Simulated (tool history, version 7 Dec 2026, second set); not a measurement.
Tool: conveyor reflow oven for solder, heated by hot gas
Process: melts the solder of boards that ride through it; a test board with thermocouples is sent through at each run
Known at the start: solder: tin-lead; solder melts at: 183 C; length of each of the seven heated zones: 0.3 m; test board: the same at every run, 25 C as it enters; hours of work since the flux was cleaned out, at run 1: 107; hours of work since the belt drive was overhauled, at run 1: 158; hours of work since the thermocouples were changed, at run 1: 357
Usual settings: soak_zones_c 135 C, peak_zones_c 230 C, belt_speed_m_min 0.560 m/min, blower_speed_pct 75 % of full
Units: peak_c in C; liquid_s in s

run,hour,soak_zones_c,peak_zones_c,belt_speed_m_min,blower_speed_pct,hours of work since the flux was cleaned out,hours of work since the belt drive was overhauled,hours of work since the thermocouples were changed,peak_c,liquid_s
1,0.0,135,230,0.560,75,107,158,357,211.0,43.4
2,43.6,135,230,0.653,75,126,177,376,205.6,32.3
3,67.7,135,230,0.653,75,136,187,387,206.2,32.2
4,112.9,135,230,0.653,75,155,207,406,206.0,31.7
5,142.0,135,230,0.661,75,168,219,419,205.5,30.8
6,170.2,135,230,0.661,75,180,231,431,205.0,31.1
7,195.6,135,230,0.661,75,191,242,442,204.7,30.1
8,233.1,135,230,0.661,75,207,259,458,205.2,31.0
9,268.4,135,230,0.661,75,223,274,473,204.6,30.0
10,311.7,135,230,0.661,75,241,293,492,204.8,30.3
11,360.2,135,230,0.661,75,262,314,513,204.6,30.4
12,397.7,135,230,0.661,75,279,330,529,204.3,29.7
13,435.9,135,224,0.661,75,295,346,546,199.2,25.7
14,482.2,135,224,0.661,75,315,366,566,199.2,24.8
15,524.2,135,224,0.661,75,333,385,584,199.4,24.3
16,559.9,135,224,0.661,75,349,400,600,198.2,24.2
17,588.8,127,230,0.560,77,361,412,612,207.5,38.8
18,624.7,129,225,0.560,77,377,428,628,204.6,35.3
19,669.0,129,225,0.560,77,396,447,647,203.3,35.0
20,703.2,141,224,0.654,72,411,462,661,200.5,26.1
21,736.4,135,231,0.595,58,425,476,676,200.9,29.3
22,776.9,135,231,0.595,58,443,494,693,201.7,29.9
23,810.2,135,219,0.603,75,457,508,708,197.4,25.5

Some steps in peak_c between neighbouring runs. How much of each would the tool show without its hidden state too (settings, what came in, random variation), and how much is left for the hidden state, with any gauge scatter that isn't in both results?
The hidden state here: heat that the gas passes to the board, % of a clean oven's; belt's true speed, % of the reading; true gas temperature in zones 6 and 7 over the reading, C; drift of the gauge itself on peak_c, C; drift of the gauge itself on liquid_s, %.
Run 1 -> 2: belt_speed_m_min 0.560 -> 0.653. peak_c -5.4 C: hidden state -0.4, all else -5.0.
Run 3 -> 4: no setting changed, nothing entered. peak_c -0.2 C: hidden state -0.3, all else +0.1.
Run 16 -> 17: soak_zones_c 135 -> 127, peak_zones_c 224 -> 230, belt_speed_m_min 0.661 -> 0.560, blower_speed_pct 75 -> 77. peak_c +9.3 C: hidden state -0.2, all else +9.5.
